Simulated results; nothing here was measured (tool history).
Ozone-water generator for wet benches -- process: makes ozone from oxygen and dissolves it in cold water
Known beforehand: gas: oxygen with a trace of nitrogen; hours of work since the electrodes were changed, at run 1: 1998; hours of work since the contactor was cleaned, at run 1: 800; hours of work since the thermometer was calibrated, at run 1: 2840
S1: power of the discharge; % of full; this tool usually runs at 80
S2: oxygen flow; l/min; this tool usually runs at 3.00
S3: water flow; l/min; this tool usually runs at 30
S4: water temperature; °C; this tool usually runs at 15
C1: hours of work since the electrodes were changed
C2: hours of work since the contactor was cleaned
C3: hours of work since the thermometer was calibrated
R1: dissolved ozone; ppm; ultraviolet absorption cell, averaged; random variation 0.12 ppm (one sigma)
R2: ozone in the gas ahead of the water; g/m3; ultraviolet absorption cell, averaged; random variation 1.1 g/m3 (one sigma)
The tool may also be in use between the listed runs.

run,hour,S1,S2,S3,S4,C1,C2,C3,R1,R2
1,0.0,80,3.00,30,15,1998,800,2840,10.4,191.4
2,134.8,80,3.00,30,15,2085,887,2928,10.3,189.4
3,296.1,80,3.00,30,15,2190,992,3033,10.3,187.8
4,450.4,80,3.00,30,15,2291,1093,3133,10.4,188.3
5,592.7,80,3.00,41,15,2383,1186,3226,7.2,187.2
6,712.3,80,3.00,41,12,2461,1263,3304,7.3,185.9
7,794.6,80,3.00,36,12,2515,1317,3357,8.6,184.9
8,912.6,80,3.00,30,15,2592,1394,3434,10.0,185.7
9,1051.9,80,3.00,20,15,2682,1485,3525,15.4,186.2
10,1172.0,80,3.00,36,15,2761,1563,3603,8.2,185.6
11,1264.5,80,3.71,36,15,2821,1623,3663,8.9,170.8
# hour 1359.8: water thermometer calibrated
12,1404.4,80,3.00,48,15,2912,1714,29,6.1,184.5
13,1560.9,80,3.00,48,15,3014,1816,131,6.0,184.3
14,1655.1,80,3.00,19,15,3075,1877,192,15.4,183.6
# hour 1668.7: contactor cleaned
15,1769.5,80,1.76,30,15,3147,66,264,8.0,227.5
16,1851.1,80,3.00,30,12,3200,119,317,10.0,182.8
17,1944.1,91,1.64,30,15,3261,179,378,8.3,254.1
18,2032.9,91,1.64,30,15,3318,237,436,8.3,253.9
# hour 2068.9: contactor cleaned, once more
19,2180.5,80,1.54,38,15,3412,73,529,5.6,234.2
20,2279.9,49,1.54,38,17,3477,137,594,4.2,163.3
21,2439.5,44,3.91,20,17,3581,241,698,10.1,105.1
22,2574.5,80,4.69,30,11,3668,329,786,11.9,151.3
23,2678.3,54,3.00,30,15,3736,397,853,7.2,135.0
24,2775.8,41,3.00,30,15,3800,460,917,6.0,110.6
25,2847.3,41,3.00,30,15,3846,507,963,5.7,109.0
26,2988.9,41,3.00,30,20,3938,599,1056,5.7,107.3
27,3126.7,41,3.00,30,20,4028,689,1145,5.6,108.9
28,3255.9,63,4.96,30,15,4112,773,1230,9.6,122.9
29,3403.6,47,2.16,40,9,4208,869,1326,4.2,135.9
30,3551.8,80,3.00,38,18,4305,966,1422,7.2,174.2
31,3631.8,72,2.33,37,18,4357,1018,1474,6.0,178.4
32,3791.0,72,2.33,37,18,4461,1121,1578,6.1,180.6

Each row is a separate what-if for the run after 32, all from the same tool condition, not one after another. Results?
A,3856.5,83,2.33,37,18,4503,1164,1621,?,?
B,3856.5,80,3.00,30,15,4503,1164,1621,?,?
C,3856.5,80,2.74,30,10,4503,1164,1621,?,?
D,3856.5,72,2.37,37,18,4503,1164,1621,?,?

run,R1,R2
A,6.8,197.7
B,9.7,173.2
C,9.3,180.8
D,6.3,176.7
With the hidden condition removed and each run's random variation left untouched, the same runs would have given:
run,R1,R2
A,8.1,231.1
B,11.5,201.8
C,11.1,210.6
D,7.3,203.6
